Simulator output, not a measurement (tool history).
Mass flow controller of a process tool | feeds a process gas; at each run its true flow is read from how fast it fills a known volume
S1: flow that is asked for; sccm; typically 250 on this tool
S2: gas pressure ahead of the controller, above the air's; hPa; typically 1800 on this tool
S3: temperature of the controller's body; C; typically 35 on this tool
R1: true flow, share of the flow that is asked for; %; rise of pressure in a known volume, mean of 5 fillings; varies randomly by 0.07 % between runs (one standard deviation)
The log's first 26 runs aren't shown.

| run | day | S1 | S2 | S3 | R1 |
|---|---|---|---|---|---|
|  | 165.821 | gauge calibrated |
| 27 | 166.154 | 75 | 1800 | 31 | 98.58 |
| 28 | 171.317 | 75 | 1800 | 29 | 98.70 |
| 29 | 178.679 | 171 | 1800 | 29 | 99.04 |
| 30 | 186.300 | 171 | 1800 | 29 | 99.26 |
| 31 | 194.267 | 249 | 1800 | 29 | 99.53 |
| 32 | 199.350 | 250 | 1470 | 40 | 98.93 |
| 33 | 208.142 | 154 | 1410 | 40 | 98.67 |
| 34 | 215.754 | 250 | 1800 | 37 | 99.22 |
| 35 | 222.267 | 150 | 1800 | 35 | 99.25 |
|  | 225.996 | controller's zero set anew |
| 36 | 227.638 | 256 | 1830 | 37 | 99.31 |
| 37 | 235.183 | 250 | 1800 | 20 | 100.88 |
| 38 | 238.904 | 250 | 1800 | 20 | 100.95 |
| 39 | 245.542 | 83 | 1440 | 21 | 100.71 |
| 40 | 252.383 | 83 | 1440 | 21 | 100.66 |
| 41 | 259.946 | 146 | 1850 | 35 | 99.89 |
| 42 | 265.254 | 265 | 1860 | 35 | 100.30 |
| 43 | 269.712 | 53 | 2320 | 21 | 100.96 |
| 44 | 274.017 | 53 | 2320 | 21 | 101.05 |
| 45 | 279.325 | 66 | 2510 | 21 | 101.12 |
| 46 | 287.329 | 60 | 1800 | 39 | 99.84 |
| 47 | 293.258 | 250 | 1640 | 27 | 101.28 |

Forecast each of these 4 alternatives for the next run:
|  | 294.754 | gauge calibrated |
| A | 301.458 | 266 | 1800 | 35 | ? |
|  | 294.754 | gauge calibrated |
| B | 301.458 | 64 | 1640 | 27 | ? |
|  | 294.754 | gauge calibrated |
| C | 301.458 | 250 | 1610 | 26 | ? |
|  | 294.754 | gauge calibrated |
| D | 301.458 | 250 | 2390 | 30 | ? |

| run | R1 |
|---|---|
| A | 98.82 |
| B | 98.79 |
| C | 99.46 |
| D | 99.20 |
With no hidden state in the tool, these same runs would have given:
| run | R1 |
|---|---|
| A | 98.72 |
| B | 98.70 |
| C | 99.36 |
| D | 99.10 |
